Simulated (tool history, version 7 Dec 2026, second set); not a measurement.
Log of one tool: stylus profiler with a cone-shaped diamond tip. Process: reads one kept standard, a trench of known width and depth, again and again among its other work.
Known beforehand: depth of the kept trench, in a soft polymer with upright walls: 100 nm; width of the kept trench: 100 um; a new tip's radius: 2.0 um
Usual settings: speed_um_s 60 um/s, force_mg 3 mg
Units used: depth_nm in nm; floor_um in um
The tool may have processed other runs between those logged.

run,hour,speed_um_s,force_mg,depth_nm,floor_um
1,0,60,3,100.69,98.42
2,12.2,60,3,100.72,98.37
3,23.8,60,6.73,101.4,98.49
4,34.7,93,3,100.81,98.15
5,54.6,93,3,100.79,98.18
6,75.3,93,3,100.59,98.16
7,89.9,93,3,100.73,98.19
8,110.4,93,3,100.66,98.19
9,121.7,93,3,100.77,98.18
10,133.4,93,7.75,101.57,98.35
11,150.3,93,7.75,101.57,98.37
12,163.5,93,7.75,101.46,98.37
13,181.8,93,7.75,101.28,98.44
14,194.1,93,7.75,101.17,98.32
15,217.8,60,3,100.59,98.37
16,235.4,60,3,100.5,98.34
17,252.3,60,3,100.69,98.37
18,265.4,24,3,100.48,98.56
19,282.8,207,3,100.56,97.58
20,295.9,207,3,100.57,97.5
21,309.9,207,3,100.62,97.52
22,336.3,43,3,100.6,98.47
23,351.1,24,3,100.62,98.57
24,374,21,2.77,100.68,98.53
25,397.5,46,3,100.61,98.43
26,412,46,3,100.42,98.39
27,423.8,39,1.1,100.21,98.34
28,444.4,39,1.1,100.35,98.3
29,469.5,182,3.91,100.82,97.79
30,486.1,182,3.91,100.85,97.81
31,509.8,60,3.94,100.91,98.41
32,523.2,151,3,100.73,97.84
33,535.4,151,3,100.63,97.81
34,548,151,3,100.69,97.8
35,573.1,101,6.05,101.19,98.26
36,591.6,16,5.17,101.04,98.56
37,603.4,16,5.17,100.89,98.59
38,620.2,49,5.17,100.92,98.46
39,639.8,36,7.45,101.31,98.53
40,665.7,60,8.05,101.32,98.53
41,678.5,60,8.05,101.3,98.47
42,699.8,47,6.89,101.22,98.49
43,713.3,70,4.52,100.73,98.33
44,732.7,70,4.52,100.89,98.35
45,748.4,70,4.52,100.83,98.31
46,773.9,70,4.52,100.99,98.36

Alternative continuations, all from the tool just after run 46; predict every row:
A,792.3,134,4.21,?,?
B,792.3,211,1.42,?,?
C,792.3,70,2.65,?,?
D,792.3,228,1.2,?,?

run,depth_nm,floor_um
A,100.8,98.08
B,100.18,96.89
C,100.53,98.23
D,100.23,96.64
Without the tool's unlogged condition, the same runs would have read:
run,depth_nm,floor_um
A,101.01,98.18
B,100.39,97
C,100.73,98.33
D,100.44,96.75

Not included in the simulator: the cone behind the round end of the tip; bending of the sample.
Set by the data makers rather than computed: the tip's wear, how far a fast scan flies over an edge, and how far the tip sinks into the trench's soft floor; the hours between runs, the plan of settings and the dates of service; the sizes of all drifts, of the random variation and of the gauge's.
